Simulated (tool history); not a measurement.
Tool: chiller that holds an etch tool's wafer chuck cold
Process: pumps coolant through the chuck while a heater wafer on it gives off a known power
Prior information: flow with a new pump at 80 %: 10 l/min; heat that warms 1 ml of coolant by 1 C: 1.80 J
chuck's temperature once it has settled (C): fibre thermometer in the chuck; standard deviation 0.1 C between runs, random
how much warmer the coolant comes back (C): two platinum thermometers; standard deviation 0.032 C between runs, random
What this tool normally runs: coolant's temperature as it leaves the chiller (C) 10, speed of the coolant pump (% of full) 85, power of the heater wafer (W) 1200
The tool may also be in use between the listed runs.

| run | hour | coolant's temperature as it leaves the chiller (C) | speed of the coolant pump (% of full) | power of the heater wafer (W) | chuck's temperature once it has settled (C) | how much warmer the coolant comes back (C) |
|---|---|---|---|---|---|---|
| 1 | 0.0 | 10 | 85 | 1200 | 20.6 | 3.81 |
| 2 | 23.3 | 10 | 85 | 1200 | 20.3 | 3.83 |
| 3 | 63.1 | 10 | 85 | 1200 | 20.5 | 3.78 |
| 4 | 97.3 | 10 | 85 | 1200 | 20.4 | 3.83 |
| 5 | 138.7 | 7 | 85 | 1200 | 17.7 | 3.81 |
| 6 | 167.9 | 7 | 85 | 1200 | 17.6 | 3.81 |
| 7 | 202.0 | 10 | 85 | 1200 | 20.5 | 3.83 |
| 8 | 243.2 | 10 | 92 | 1200 | 20.0 | 3.52 |
| 9 | 272.9 | 10 | 85 | 1200 | 20.7 | 3.85 |
| 10 | 302.4 | 10 | 85 | 1250 | 21.1 | 4.00 |
| 11 | 334.5 | 10 | 85 | 1250 | 21.2 | 3.96 |
| 12 | 380.3 | 10 | 85 | 1200 | 20.6 | 3.81 |
| 13 | 417.9 | 10 | 85 | 1200 | 20.8 | 3.85 |
| 14 | 456.3 | 10 | 85 | 1200 | 20.7 | 3.88 |
| 15 | 488.0 | 10 | 85 | 1200 | 20.7 | 3.91 |
| 16 | 534.0 | 10 | 85 | 1200 | 20.8 | 3.90 |
| 17 | 574.5 | 5 | 80 | 1200 | 16.4 | 4.07 |
| 18 | 615.1 | 10 | 82 | 770 | 17.0 | 2.59 |
| 19 | 647.5 | 10 | 82 | 770 | 16.6 | 2.58 |
| 20 | 667.5 | 10 | 82 | 770 | 16.9 | 2.59 |
| 21 | 690.5 | 10 | 82 | 770 | 16.9 | 2.54 |

What will run 22 give?
| 22 | 726.4 | 6 | 72 | 1297 | ? | ? |

chuck's temperature once it has settled (C): 19.7
how much warmer the coolant comes back (C): 4.95
If the tool had no hidden condition, the same run with the same run-to-run variation would have returned chuck's temperature once it has settled (C) 19.6, how much warmer the coolant comes back (C) 4.82.

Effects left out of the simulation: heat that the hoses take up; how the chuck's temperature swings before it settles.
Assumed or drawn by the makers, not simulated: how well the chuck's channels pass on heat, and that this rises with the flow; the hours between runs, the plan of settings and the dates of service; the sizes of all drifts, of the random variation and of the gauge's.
